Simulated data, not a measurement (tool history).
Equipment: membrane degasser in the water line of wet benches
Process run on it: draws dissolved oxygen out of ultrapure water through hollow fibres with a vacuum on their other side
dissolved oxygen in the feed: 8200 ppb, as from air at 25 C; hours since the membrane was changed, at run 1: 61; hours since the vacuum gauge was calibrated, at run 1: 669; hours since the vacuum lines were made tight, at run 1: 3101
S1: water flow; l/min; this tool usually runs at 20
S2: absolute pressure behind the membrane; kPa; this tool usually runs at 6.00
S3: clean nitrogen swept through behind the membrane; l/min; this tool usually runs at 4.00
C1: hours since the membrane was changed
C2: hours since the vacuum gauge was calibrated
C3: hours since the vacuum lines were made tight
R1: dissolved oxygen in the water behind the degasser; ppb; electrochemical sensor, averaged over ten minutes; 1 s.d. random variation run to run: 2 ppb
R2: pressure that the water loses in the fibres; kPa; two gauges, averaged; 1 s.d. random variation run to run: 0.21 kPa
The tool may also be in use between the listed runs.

{"run": 1, "hour": 0.0, "S1": 20, "S2": 6.0, "S3": 4.0, "C1": 61, "C2": 669, "C3": 3101, "R1": 202.8, "R2": 49.07}
{"run": 2, "hour": 46.0, "S1": 20, "S2": 6.0, "S3": 4.0, "C1": 107, "C2": 715, "C3": 3147, "R1": 200.9, "R2": 49.44}
{"run": 3, "hour": 73.9, "S1": 17, "S2": 6.0, "S3": 4.0, "C1": 135, "C2": 743, "C3": 3175, "R1": 134.5, "R2": 41.46}
{"run": 4, "hour": 128.5, "S1": 14, "S2": 6.0, "S3": 4.0, "C1": 189, "C2": 797, "C3": 3229, "R1": 80.8, "R2": 34.23}
{"run": 5, "hour": 162.2, "S1": 14, "S2": 6.0, "S3": 4.0, "C1": 223, "C2": 831, "C3": 3263, "R1": 81.0, "R2": 34.56}
{"run": 6, "hour": 185.8, "S1": 14, "S2": 6.0, "S3": 4.0, "C1": 246, "C2": 854, "C3": 3287, "R1": 84.3, "R2": 34.26}
{"run": 7, "hour": 228.9, "S1": 14, "S2": 6.0, "S3": 4.0, "C1": 290, "C2": 898, "C3": 3330, "R1": 82.3, "R2": 34.36}
{"run": 8, "hour": 270.5, "S1": 20, "S2": 10.36, "S3": 4.0, "C1": 331, "C2": 939, "C3": 3371, "R1": 255.3, "R2": 49.23}
{"run": 9, "hour": 310.5, "S1": 20, "S2": 10.36, "S3": 4.0, "C1": 371, "C2": 979, "C3": 3411, "R1": 257.6, "R2": 49.52}
{"run": 10, "hour": 340.9, "S1": 20, "S2": 10.36, "S3": 4.0, "C1": 402, "C2": 1010, "C3": 3442, "R1": 257.1, "R2": 49.19}
{"run": 11, "hour": 395.8, "S1": 20, "S2": 10.36, "S3": 4.0, "C1": 456, "C2": 1064, "C3": 3497, "R1": 258.7, "R2": 48.97}
{"run": 12, "hour": 451.5, "S1": 20, "S2": 7.83, "S3": 4.0, "C1": 512, "C2": 1120, "C3": 3552, "R1": 224.1, "R2": 49.43}
{"run": 13, "hour": 479.2, "S1": 24, "S2": 6.0, "S3": 4.0, "C1": 540, "C2": 1148, "C3": 3580, "R1": 317.8, "R2": 59.25}
{"run": 14, "hour": 514.8, "S1": 24, "S2": 6.0, "S3": 4.0, "C1": 575, "C2": 1184, "C3": 3616, "R1": 307.2, "R2": 58.97}
{"run": 15, "hour": 564.8, "S1": 24, "S2": 6.0, "S3": 4.0, "C1": 625, "C2": 1233, "C3": 3666, "R1": 315.4, "R2": 58.74}
{"run": 16, "hour": 606.4, "S1": 24, "S2": 6.0, "S3": 4.0, "C1": 667, "C2": 1275, "C3": 3707, "R1": 312.7, "R2": 58.8}
{"run": 17, "hour": 663.2, "S1": 24, "S2": 11.25, "S3": 4.3, "C1": 724, "C2": 1332, "C3": 3764, "R1": 378.3, "R2": 59.4}
{"run": 18, "hour": 688.7, "S1": 24, "S2": 11.25, "S3": 1.8, "C1": 749, "C2": 1357, "C3": 3790, "R1": 509.4, "R2": 59.45}
{"run": 19, "hour": 718.3, "S1": 20, "S2": 12.49, "S3": 2.57, "C1": 779, "C2": 1387, "C3": 3819, "R1": 341.6, "R2": 49.36}
{"run": 20, "hour": 771.1, "S1": 20, "S2": 4.37, "S3": 3.98, "C1": 832, "C2": 1440, "C3": 3872, "R1": 189.5, "R2": 49.47}
{"run": 21, "hour": 802.7, "S1": 13, "S2": 11.54, "S3": 3.48, "C1": 863, "C2": 1471, "C3": 3903, "R1": 127.0, "R2": 31.8}
{"run": 22, "hour": 826.6, "S1": 13, "S2": 11.54, "S3": 3.48, "C1": 887, "C2": 1495, "C3": 3927, "R1": 126.5, "R2": 32.13}

Expected results for the next run?
{"hour": 830.0, "done": "vacuum gauge calibrated"}
{"run": 23, "hour": 868.4, "S1": 27, "S2": 5.42, "S3": 4.64, "C1": 929, "C2": 38, "C3": 3969, "R1": "?", "R2": "?"}

R1: 389.4 ppb
R2: 66.91 kPa
If the tool had no hidden condition, the same run with the same run-to-run variation would have returned R1 376.9 ppb, R2 66.26 kPa.

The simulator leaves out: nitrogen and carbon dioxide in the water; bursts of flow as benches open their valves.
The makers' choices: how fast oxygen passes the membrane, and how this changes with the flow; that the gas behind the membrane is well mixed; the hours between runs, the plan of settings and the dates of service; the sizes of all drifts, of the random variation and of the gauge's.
